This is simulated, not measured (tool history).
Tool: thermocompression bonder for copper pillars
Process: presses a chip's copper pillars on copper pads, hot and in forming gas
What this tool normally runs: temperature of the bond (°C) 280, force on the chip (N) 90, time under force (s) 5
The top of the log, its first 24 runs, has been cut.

run	hour	temperature of the bond (°C)	force on the chip (N)	time under force (s)	hours of work since the heater was calibrated	hours of work since the force cell was calibrated	hours of work since the gas filter was changed	force that shears a chip off (N)
# hour 1695.8: forming gas filter changed
25	1695.8	261	127	6	758	170	0	37.4
26	1762.7	280	90	7	805	216	46	41.5
27	1836.8	281	107	12	856	267	97	58.4
28	1914.6	275	106	4	910	321	151	33.7
29	2000.2	258	55	11	969	380	210	22.2
30	2047.1	274	58	5	1001	413	243	21.9
# hour 2077.3: forming gas filter changed
31	2092.4	274	58	5	1032	444	10	23.5
32	2174	280	100	5	1089	500	67	37.9
33	2269.9	280	100	5	1155	566	133	37.6
34	2340.6	280	100	5	1204	615	182	37
35	2417.9	261	77	7	1257	669	235	23.7
# hour 2457.9: forming gas filter changed
36	2483.1	280	80	9	1302	713	17	40
# hour 2510.2: force cell calibrated
# hour 2526.7: heater calibrated with a thermocouple chip
37	2566.4	280	106	9	27	37	73	56.2
38	2661	259	123	9	93	103	138	44.8

Here are 4 independent what-if runs from the current tool condition. What would each one return?
A	2706.5	307	72	5	124	134	169	?
B	2706.5	259	75	9	124	134	169	?
C	2706.5	259	62	3	124	134	169	?
D	2706.5	263	102	5	124	134	169	?

run	force that shears a chip off (N)
A	47.8
B	30
C	16.3
D	31.6
What these runs would have given with no unlogged condition in the tool:
run	force that shears a chip off (N)
A	51.3
B	32.5
C	17.8
D	34.3

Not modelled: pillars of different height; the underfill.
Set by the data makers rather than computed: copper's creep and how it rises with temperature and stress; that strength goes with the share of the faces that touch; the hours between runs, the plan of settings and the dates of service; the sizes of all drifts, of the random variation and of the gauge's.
